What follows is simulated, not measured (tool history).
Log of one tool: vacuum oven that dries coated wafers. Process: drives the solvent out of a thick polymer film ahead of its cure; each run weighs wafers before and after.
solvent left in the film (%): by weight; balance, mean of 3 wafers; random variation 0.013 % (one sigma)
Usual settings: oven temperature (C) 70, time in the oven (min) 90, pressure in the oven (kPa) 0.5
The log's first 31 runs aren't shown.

run   hour  oven temperature (C)  time in the oven (min)  pressure in the oven (kPa)  solvent left in the film (%)
 32  316.2                    59                      92                       0.946                           4.1
 33    331                    60                      70                       0.946                          5.45
 34    344                    69                      70                       0.946                          2.63
 35  353.6                    64                     151                       0.329                          0.75
 36  361.3                    72                      84                       0.326                          1.08
 37  368.7                    69                     146                       1.254                          0.87
 38    376                    78                      70                       0.548                          0.88
 39  390.5                    55                      65                       0.548                          7.55
 40  400.8                    71                      53                       0.549                          3.33
 41  412.3                    71                      53                       0.549                          3.32
 42  423.5                    80                     161                       0.448                          0.17
 43  437.6                    80                     161                       0.695                          0.24
 44  444.4                    57                     161                       0.695                          1.89
 45  459.3                    70                      97                         0.5                          1.06
 46  471.6                    59                      52                         0.5                          7.51
 47  479.1                    59                      99                       1.263                          3.88

Forecast each of these 4 alternatives for the next run:
  A  490.7                    75                      99                       1.853                             ?
  B  490.7                    70                      87                         0.5                             ?
  C  490.7                    70                     133                       0.737                             ?
  D  490.7                    61                     119                       0.611                             ?

run  solvent left in the film (%)
  A                          1.05
  B                          1.37
  C                          0.64
  D                          2.06
Without the tool's hidden state the same runs would have given:
run  solvent left in the film (%)
  A                          1.04
  B                          1.37
  C                          0.62
  D                          2.06
